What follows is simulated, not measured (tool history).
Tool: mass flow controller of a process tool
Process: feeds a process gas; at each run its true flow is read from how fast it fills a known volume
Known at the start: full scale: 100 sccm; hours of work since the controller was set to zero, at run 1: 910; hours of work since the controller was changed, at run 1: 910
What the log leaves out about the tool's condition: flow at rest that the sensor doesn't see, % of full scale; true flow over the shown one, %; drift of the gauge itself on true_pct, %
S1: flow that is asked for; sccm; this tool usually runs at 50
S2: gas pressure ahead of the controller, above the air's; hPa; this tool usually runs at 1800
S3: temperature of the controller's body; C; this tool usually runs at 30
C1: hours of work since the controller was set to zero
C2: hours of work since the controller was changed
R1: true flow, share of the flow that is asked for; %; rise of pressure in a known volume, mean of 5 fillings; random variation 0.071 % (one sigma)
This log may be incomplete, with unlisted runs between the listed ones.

run,hour,S1,S2,S3,C1,C2,R1
1,0,50,1800,30,910,910,100.26
2,495.6,94,1800,30,1092,1092,100.46
3,748.6,94,1800,30,1184,1184,100.27
4,1247.3,81,1800,30,1367,1367,100.21
5,1725.8,50,1800,30,1543,1543,99.98
6,2024.4,50,1800,30,1652,1652,99.83
7,2328.5,50,2520,30,1763,1763,99.29
8,2561.1,50,1800,30,1849,1849,99.75
9,2809.4,50,1800,23,1940,1940,99.27
10,3071.9,50,1800,23,2036,2036,99.08
11,3568.7,50,1800,23,2218,2218,99.18
12,4059.1,50,1800,23,2398,2398,99
13,4614.3,50,1800,23,2601,2601,98.87
14,4860.3,50,1800,23,2691,2691,98.83
15,5395.4,17,1650,36,2887,2887,99.54
16,5952,17,1650,36,3091,3091,99.51
17,6207.4,11,2520,30,3185,3185,98.5
18,6473.9,11,2520,30,3282,3282,98.35
19,6875.5,11,2520,30,3430,3430,98.35
20,7186.6,16,2070,39,3544,3544,99.23
21,7729.9,16,1730,39,3743,3743,99.22
22,8138.5,20,2590,30,3892,3892,98.04
23,8618.2,20,2590,30,4068,4068,97.93
24,9120,20,2590,30,4252,4252,98.02
25,9675,50,1960,28,4455,4455,98.35
26,10040.4,67,2430,29,4589,4589,97.97
# hour 10481.8: gauge calibrated
27,10565.5,50,1590,23,4782,4782,99.83
28,10927.5,50,1590,23,4914,4914,99.82

For each entry between runs, how does the tool's hidden state at the last listed run before it compare with that at the first listed run after it?
Logged between run 26 and run 27: gauge calibrated (hour 10481.8)
  drift of the gauge itself on true_pct, %: -1.88 -> -0.02
  measured result minus the result with no hidden state, R1: -1.88 -> -0.01 %

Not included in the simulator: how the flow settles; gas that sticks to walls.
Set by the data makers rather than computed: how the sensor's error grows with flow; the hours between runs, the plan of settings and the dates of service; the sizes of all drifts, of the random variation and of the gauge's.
